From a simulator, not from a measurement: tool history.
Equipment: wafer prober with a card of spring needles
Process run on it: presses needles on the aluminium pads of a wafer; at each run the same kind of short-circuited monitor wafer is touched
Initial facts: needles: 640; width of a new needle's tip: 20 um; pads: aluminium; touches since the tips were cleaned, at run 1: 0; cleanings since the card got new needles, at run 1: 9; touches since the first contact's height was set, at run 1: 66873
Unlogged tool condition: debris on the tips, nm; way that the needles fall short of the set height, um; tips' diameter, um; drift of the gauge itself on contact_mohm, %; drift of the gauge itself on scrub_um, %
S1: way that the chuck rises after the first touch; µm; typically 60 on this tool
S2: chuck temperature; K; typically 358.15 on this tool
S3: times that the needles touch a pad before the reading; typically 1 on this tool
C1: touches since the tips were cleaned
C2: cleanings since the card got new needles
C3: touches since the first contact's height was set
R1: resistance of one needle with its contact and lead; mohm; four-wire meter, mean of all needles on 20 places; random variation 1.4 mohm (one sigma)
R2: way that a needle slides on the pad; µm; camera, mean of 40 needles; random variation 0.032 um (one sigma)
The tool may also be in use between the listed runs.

Run 1, hour 0.0: usual settings; C1 0; C2 9; C3 66873. Result: R1 133 mohm, R2 12.10 µm.
Run 2, hour 9.4: usual settings; C1 5063; C2 9; C3 71936. Result: R1 191 mohm, R2 12.12 µm.
At hour 12.4: tips cleaned on abrasive film.
Run 3, hour 17.3: usual settings; C1 2651; C2 10; C3 76140. Result: R1 166 mohm, R2 12.10 µm.
Run 4, hour 22.5: usual settings; C1 5439; C2 10; C3 78928. Result: R1 193 mohm, R2 12.12 µm.
At hour 25.2: tips cleaned on abrasive film.
Run 5, hour 31.7: usual settings; C1 3497; C2 11; C3 83835. Result: R1 173 mohm, R2 12.07 µm.
Run 6, hour 37.3: usual settings but S3 2; C1 6522; C2 11; C3 86860. Result: R1 169 mohm, R2 12.07 µm.
At hour 37.9: tips cleaned on abrasive film.
Run 7, hour 47.0: usual settings; C1 4875; C2 12; C3 92017. Result: R1 190 mohm, R2 12.08 µm.
At hour 50.7: tips cleaned on abrasive film.
Run 8, hour 58.6: usual settings but S1 55 µm; C1 4261; C2 13; C3 98238. Result: R1 201 mohm, R2 11.01 µm.
At hour 64.2: tips cleaned on abrasive film.
Run 9, hour 66.0: usual settings but S1 55 µm; C1 970; C2 14; C3 102144. Result: R1 157 mohm, R2 10.98 µm.
Run 10, hour 76.4: usual settings but S1 71 µm; C1 6598; C2 14; C3 107772. Result: R1 175 mohm, R2 14.21 µm.
At hour 77.3: tips cleaned on abrasive film.
Run 11, hour 87.3: usual settings but S1 71 µm; C1 5393; C2 15; C3 113581. Result: R1 172 mohm, R2 14.20 µm.
At hour 90.2: tips cleaned on abrasive film.
Run 12, hour 98.6: usual settings but S1 71 µm; C1 4531; C2 16; C3 119612. Result: R1 165 mohm, R2 14.26 µm.
At hour 103.1: tips cleaned on abrasive film.
Run 13, hour 109.9: usual settings but S2 321.15 K; C1 3641; C2 17; C3 125628. Result: R1 177 mohm, R2 11.95 µm.
At hour 115.6: tips cleaned on abrasive film.
Run 14, hour 121.0: usual settings; C1 2936; C2 18; C3 131559. Result: R1 174 mohm, R2 11.95 µm.
At hour 128.7: tips cleaned on abrasive film.
Run 15, hour 132.2: usual settings; C1 1872; C2 19; C3 137533. Result: R1 166 mohm, R2 11.87 µm.
Run 16, hour 138.0: usual settings but S1 75 µm; C1 4962; C2 19; C3 140623. Result: R1 166 mohm, R2 14.91 µm.
At hour 141.4: tips cleaned on abrasive film.
Run 17, hour 149.2: usual settings but S1 66 µm, S2 300.15 K, S3 2; C1 4241; C2 20; C3 146643. Result: R1 149 mohm, R2 13.09 µm.
At hour 153.8: tips cleaned on abrasive film.
Run 18, hour 161.2: usual settings but S1 66 µm, S2 300.15 K, S3 2; C1 4004; C2 21; C3 153040. Result: R1 146 mohm, R2 13.13 µm.
At hour 166.2: tips cleaned on abrasive film.
Run 19, hour 169.9: usual settings but S2 334.15 K; C1 1991; C2 22; C3 157667. Result: R1 160 mohm, R2 11.86 µm.
Run 20, hour 176.3: usual settings but S1 46 µm, S2 370.15 K, S3 2; C1 5420; C2 22; C3 161096. Result: R1 206 mohm, R2 9.02 µm.
At hour 178.9: tips cleaned on abrasive film.
Run 21, hour 187.3: usual settings but S1 43 µm, S2 325.15 K, S3 3; C1 4502; C2 23; C3 166976. Result: R1 177 mohm, R2 8.33 µm.
At hour 191.8: tips cleaned on abrasive film.
Run 22, hour 195.5: usual settings but S1 43 µm, S2 325.15 K, S3 3; C1 2007; C2 24; C3 171365. Result: R1 159 mohm, R2 8.33 µm.
At hour 205.2: tips cleaned on abrasive film.
Run 23, hour 206.6: usual settings but S1 48 µm, S2 305.15 K, S3 2; C1 729; C2 25; C3 177261. Result: R1 145 mohm, R2 9.29 µm.
Run 24, hour 216.8: usual settings but S1 48 µm, S2 305.15 K, S3 2; C1 6209; C2 25; C3 182741. Result: R1 201 mohm, R2 9.26 µm.
At hour 218.0: tips cleaned on abrasive film.
Run 25, hour 228.2: usual settings but S1 54 µm, S2 320.15 K; C1 5491; C2 26; C3 188845. Result: R1 219 mohm, R2 10.55 µm.
At hour 230.9: tips cleaned on abrasive film.
Run 26, hour 237.4: usual settings but S1 68 µm, S2 389.15 K, S3 2; C1 3504; C2 27; C3 193735. Result: R1 149 mohm, R2 13.37 µm.
At hour 243.9: tips cleaned on abrasive film.
Run 27, hour 249.7: usual settings but S2 337.15 K; C1 3111; C2 28; C3 200311. Result: R1 178 mohm, R2 11.68 µm.
At hour 253.4: height of the first contact set anew.
Run 28, hour 254.9: usual settings but S2 337.15 K; C1 5764; C2 28; C3 845. Result: R1 192 mohm, R2 12.28 µm.
At hour 256.7: tips cleaned on abrasive film.
Run 29, hour 264.3: usual settings but S2 311.15 K; C1 4101; C2 29; C3 5855. Result: R1 186 mohm, R2 12.31 µm.
At hour 269.4: tips cleaned on abrasive film.
Run 30, hour 269.4: usual settings but S2 311.15 K; C1 0; C2 30; C3 8516. Result: R1 122 mohm, R2 12.26 µm.
Run 31, hour 280.7: usual settings but S2 311.15 K; C1 6119; C2 30; C3 14635. Result: R1 203 mohm, R2 12.29 µm.
At hour 282.6: tips cleaned on abrasive film.
Run 32, hour 286.9: usual settings but S2 311.15 K; C1 2364; C2 31; C3 17926. Result: R1 167 mohm, R2 12.23 µm.

Below are 3 alternative next runs, each starting from the tool's condition after run 32. Predict each:
Run A, hour 292.9: usual settings but S3 3; C1 5576; C2 31; C3 21138. Result: R1 ?, R2 ?.
Run B, hour 292.9: usual settings but S2 394.15 K; C1 5576; C2 31; C3 21138. Result: R1 ?, R2 ?.
Run C, hour 292.9: usual settings but S1 44 µm, S2 397.15 K; C1 5576; C2 31; C3 21138. Result: R1 ?, R2 ?.

run   R1     R2
  A  149  12.21
  B  197  12.22
  C  264   8.91
What these runs would have given with no unlogged condition in the tool:
run   R1     R2
  A  121  12.28
  B  126  12.30
  C  135   8.99
